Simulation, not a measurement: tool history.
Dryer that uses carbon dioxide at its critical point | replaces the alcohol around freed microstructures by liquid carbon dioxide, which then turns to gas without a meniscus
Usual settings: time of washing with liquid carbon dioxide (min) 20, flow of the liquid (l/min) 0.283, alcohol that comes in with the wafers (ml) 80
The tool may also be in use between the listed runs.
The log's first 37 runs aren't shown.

| run | day | time of washing with liquid carbon dioxide (min) | flow of the liquid (l/min) | alcohol that comes in with the wafers (ml) | alcohol left in the vessel before it's heated (ppm by volume) |
|---|---|---|---|---|---|
| 38 | 75.396 | 15 | 0.399 | 28 | 280 |
|  | 76.838 | inlet filter changed |
| 39 | 78.071 | 23 | 0.176 | 21 | 477 |
| 40 | 80.475 | 23 | 0.176 | 21 | 487 |
| 41 | 82.725 | 23 | 0.176 | 21 | 503 |
| 42 | 84.196 | 23 | 0.176 | 21 | 538 |
| 43 | 86.617 | 23 | 0.176 | 21 | 535 |
| 44 | 88.838 | 12 | 0.175 | 24 | 3258 |
| 45 | 91.429 | 20 | 0.179 | 21 | 849 |
| 46 | 93.646 | 20 | 0.227 | 105 | 1658 |

4 ways to go on from here, each from the tool as it stands after run 46. What would each give?
| A | 96.067 | 13 | 0.283 | 80 | ? |
| B | 96.067 | 20 | 0.283 | 21 | ? |
| C | 96.067 | 18 | 0.434 | 80 | ? |
| D | 96.067 | 20 | 0.283 | 23 | ? |

| run | alcohol left in the vessel before it's heated (ppm by volume) |
|---|---|
| A | 2939 |
| B | 272 |
| C | 240 |
| D | 302 |
Without the tool's hidden state the same runs would have given:
| run | alcohol left in the vessel before it's heated (ppm by volume) |
|---|---|
| A | 2099 |
| B | 70 |
| C | 43 |
| D | 87 |

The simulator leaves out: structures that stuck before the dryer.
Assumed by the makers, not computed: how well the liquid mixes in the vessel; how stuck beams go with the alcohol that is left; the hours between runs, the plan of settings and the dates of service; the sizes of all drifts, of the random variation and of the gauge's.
